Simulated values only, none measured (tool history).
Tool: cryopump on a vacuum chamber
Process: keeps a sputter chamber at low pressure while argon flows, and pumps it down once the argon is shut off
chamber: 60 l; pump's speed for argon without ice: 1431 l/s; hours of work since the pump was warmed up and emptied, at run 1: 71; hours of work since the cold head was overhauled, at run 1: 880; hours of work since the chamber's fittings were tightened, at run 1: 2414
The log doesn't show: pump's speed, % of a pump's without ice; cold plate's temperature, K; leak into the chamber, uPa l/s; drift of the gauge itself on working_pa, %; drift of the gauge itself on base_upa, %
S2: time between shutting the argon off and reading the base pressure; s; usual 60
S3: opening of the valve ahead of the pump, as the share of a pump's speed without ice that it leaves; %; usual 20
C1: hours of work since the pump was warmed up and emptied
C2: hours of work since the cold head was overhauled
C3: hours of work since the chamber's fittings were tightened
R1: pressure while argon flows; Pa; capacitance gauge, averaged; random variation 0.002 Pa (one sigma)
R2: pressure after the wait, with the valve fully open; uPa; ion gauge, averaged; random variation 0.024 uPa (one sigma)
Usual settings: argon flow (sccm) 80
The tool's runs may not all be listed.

Run 1, hour 0: usual settings; C1 71; C2 880; C3 2414. Result: R1 0.4816 Pa, R2 1.52 uPa.
Run 2, hour 70.9: usual settings; C1 100; C2 910; C3 2443. Result: R1 0.4827 Pa, R2 1.57 uPa.
Run 3, hour 166: usual settings but S3 47 %; C1 140; C2 949; C3 2482. Result: R1 0.2165 Pa, R2 1.65 uPa.
Run 4, hour 215.4: usual settings but S3 31 %; C1 160; C2 969; C3 2503. Result: R1 0.3214 Pa, R2 1.67 uPa.
Run 5, hour 261.5: usual settings but S3 33 %; C1 179; C2 988; C3 2522. Result: R1 0.3088 Pa, R2 1.68 uPa.
Run 6, hour 326.5: usual settings but S2 109 s, S3 33 %; C1 206; C2 1015; C3 2548. Result: R1 0.3115 Pa, R2 1.43 uPa.
Run 7, hour 371.3: usual settings but S2 109 s, S3 33 %; C1 224; C2 1034; C3 2567. Result: R1 0.3117 Pa, R2 1.48 uPa.
Run 8, hour 464.4: usual settings but S2 109 s, S3 33 %; C1 263; C2 1072; C3 2605. Result: R1 0.3188 Pa, R2 1.52 uPa.
Run 9, hour 522: usual settings but argon flow (sccm) 140, S2 109 s, S3 33 %; C1 286; C2 1096; C3 2629. Result: R1 0.562 Pa, R2 1.57 uPa.
At hour 564.7: leaking fittings of the chamber tightened, without venting.
Run 10, hour 576.4: usual settings but argon flow (sccm) 140, S2 109 s, S3 33 %; C1 308; C2 1117; C3 5. Result: R1 0.5726 Pa, R2 0.7 uPa.
Run 11, hour 648.1: usual settings but argon flow (sccm) 140, S2 109 s, S3 33 %; C1 338; C2 1147; C3 34. Result: R1 0.5811 Pa, R2 0.68 uPa.
Run 12, hour 692.1: usual settings but argon flow (sccm) 94, S2 53 s, S3 29 %; C1 356; C2 1165; C3 53. Result: R1 0.4374 Pa, R2 1.08 uPa.
At hour 745.1: pump warmed up, emptied and cooled again.
Run 13, hour 785.4: usual settings but argon flow (sccm) 94, S2 53 s, S3 29 %; C1 17; C2 1201; C3 89. Result: R1 0.3915 Pa, R2 0.98 uPa.
Run 14, hour 854.8: usual settings but argon flow (sccm) 94, S2 53 s, S3 29 %; C1 45; C2 1230; C3 118. Result: R1 0.3953 Pa, R2 0.95 uPa.
Run 15, hour 932.2: usual settings but argon flow (sccm) 46, S2 216 s; C1 77; C2 1262; C3 149. Result: R1 0.2769 Pa, R2 0.48 uPa.
Run 16, hour 1015.8: usual settings but argon flow (sccm) 86, S2 216 s, S3 29 %; C1 112; C2 1296; C3 184. Result: R1 0.3646 Pa, R2 0.51 uPa.
Run 17, hour 1104.7: usual settings but argon flow (sccm) 86, S2 239 s, S3 39 %; C1 148; C2 1333; C3 221. Result: R1 0.2832 Pa, R2 0.51 uPa.
Run 18, hour 1157: usual settings but argon flow (sccm) 134, S2 239 s, S3 26 %; C1 170; C2 1355; C3 242. Result: R1 0.6446 Pa, R2 0.53 uPa.
Run 19, hour 1210.3: usual settings but argon flow (sccm) 83, S2 268 s, S3 27 %; C1 192; C2 1377; C3 264. Result: R1 0.3889 Pa, R2 0.51 uPa.
Run 20, hour 1290.2: usual settings but argon flow (sccm) 83, S2 122 s, S3 16 %; C1 225; C2 1410; C3 297. Result: R1 0.6464 Pa, R2 0.72 uPa.

5 ways to go on from here, each from the tool as it stands after run 20. What would each give?
Run A, hour 1365: usual settings but S2 87 s; C1 256; C2 1440; C3 328. Result: R1 ?, R2 ?.
Run B, hour 1365: usual settings but argon flow (sccm) 79, S2 142 s, S3 16 %; C1 256; C2 1440; C3 328. Result: R1 ?, R2 ?.
Run C, hour 1365: usual settings but argon flow (sccm) 83, S2 122 s, S3 16 %; C1 256; C2 1440; C3 328. Result: R1 ?, R2 ?.
Run D, hour 1365: usual settings but S2 238 s, S3 39 %; C1 256; C2 1440; C3 328. Result: R1 ?, R2 ?.
Run E, hour 1365: usual settings but argon flow (sccm) 84, S2 122 s, S3 16 %; C1 256; C2 1440; C3 328. Result: R1 ?, R2 ?.

run      R1    R2
  A   0.504  0.88
  B  0.6181  0.72
  C  0.6456  0.73
  D  0.2763  0.59
  E   0.654  0.74
Without the tool's hidden state the same runs would have given:
run      R1    R2
  A  0.4703  0.66
  B  0.5846   0.5
  C  0.6106  0.51
  D  0.2424  0.36
  E  0.6185  0.52
